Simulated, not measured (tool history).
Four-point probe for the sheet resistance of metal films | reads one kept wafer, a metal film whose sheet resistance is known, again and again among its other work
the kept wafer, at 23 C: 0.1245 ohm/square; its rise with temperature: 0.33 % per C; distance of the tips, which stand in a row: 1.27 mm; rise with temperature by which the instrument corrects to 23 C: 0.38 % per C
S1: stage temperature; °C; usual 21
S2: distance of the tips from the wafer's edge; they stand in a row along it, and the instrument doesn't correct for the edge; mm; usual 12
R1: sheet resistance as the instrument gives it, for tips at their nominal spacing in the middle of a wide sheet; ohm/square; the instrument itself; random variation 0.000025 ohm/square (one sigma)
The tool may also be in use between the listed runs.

Run 1, hour 0.0: usual settings. Result: R1 0.125596 ohm/square.
Run 2, hour 18.2: usual settings. Result: R1 0.125571 ohm/square.
Run 3, hour 37.4: usual settings but S1 22 °C. Result: R1 0.125588 ohm/square.
Run 4, hour 61.3: usual settings but S1 22 °C. Result: R1 0.125541 ohm/square.
Run 5, hour 83.6: usual settings but S1 22 °C. Result: R1 0.125537 ohm/square.
Run 6, hour 123.5: usual settings but S1 34 °C. Result: R1 0.124843 ohm/square.
Run 7, hour 163.3: usual settings but S1 34 °C. Result: R1 0.124838 ohm/square.
Run 8, hour 195.1: usual settings. Result: R1 0.125572 ohm/square.
Run 9, hour 223.4: usual settings. Result: R1 0.125599 ohm/square.
Run 10, hour 250.8: usual settings. Result: R1 0.125600 ohm/square.
Run 11, hour 277.6: usual settings. Result: R1 0.125593 ohm/square.
Run 12, hour 316.2: usual settings. Result: R1 0.125578 ohm/square.
Run 13, hour 339.3: usual settings. Result: R1 0.125543 ohm/square.
Run 14, hour 362.9: usual settings. Result: R1 0.125568 ohm/square.
Run 15, hour 390.6: usual settings but S2 10 mm. Result: R1 0.125878 ohm/square.
Run 16, hour 409.7: usual settings but S1 22 °C, S2 7 mm. Result: R1 0.126903 ohm/square.
Run 17, hour 438.2: usual settings but S1 22 °C, S2 7 mm. Result: R1 0.126929 ohm/square.
Run 18, hour 473.3: usual settings but S1 22 °C, S2 7 mm. Result: R1 0.126920 ohm/square.
Run 19, hour 512.6: usual settings but S1 27 °C, S2 7 mm. Result: R1 0.126539 ohm/square.
Run 20, hour 540.2: usual settings but S1 18 °C, S2 4 mm. Result: R1 0.131413 ohm/square.
Run 21, hour 572.0: usual settings but S1 34 °C, S2 31 mm. Result: R1 0.124135 ohm/square.
Run 22, hour 603.0: usual settings but S1 22 °C, S2 15 mm. Result: R1 0.125223 ohm/square.
Run 23, hour 627.0: usual settings but S1 22 °C, S2 15 mm. Result: R1 0.125198 ohm/square.
Run 24, hour 651.7: usual settings but S1 23 °C, S2 6 mm. Result: R1 0.127646 ohm/square.
Run 25, hour 690.7: usual settings but S1 22 °C. Result: R1 0.125449 ohm/square.
Run 26, hour 724.6: usual settings but S1 34 °C, S2 4 mm. Result: R1 0.130315 ohm/square.
Run 27, hour 762.6: usual settings but S1 18 °C, S2 4 mm. Result: R1 0.131319 ohm/square.
Run 28, hour 794.3: usual settings but S1 22 °C, S2 14 mm. Result: R1 0.125250 ohm/square.
Run 29, hour 829.9: usual settings but S1 20 °C, S2 34 mm. Result: R1 0.124926 ohm/square.

Some steps in R1 between neighbouring runs. How much of each would the tool show without its hidden state too (settings, what came in, random variation), and how much is left for the hidden state, with any gauge scatter that isn't in both results?
The hidden state here: inner tips' distance over the nominal, %; tips' flats over new ones', %; wafer's true temperature over the reading, C; drift of the gauge itself on sheet_ohm, %.
Run 20 -> 21: S1 18 -> 34, S2 4 -> 31. R1 -0.007278 ohm/square: hidden state -0.000006, all else -0.007272.
Run 24 -> 25: S1 23 -> 22, S2 6 -> 12. R1 -0.002197 ohm/square: hidden state -0.000009, all else -0.002188.
Run 26 -> 27: S1 34 -> 18. R1 +0.001004 ohm/square: hidden state -0.000012, all else +0.001016.
Run 27 -> 28: S1 18 -> 22, S2 4 -> 14. R1 -0.006069 ohm/square: hidden state -0.000008, all else -0.006061.
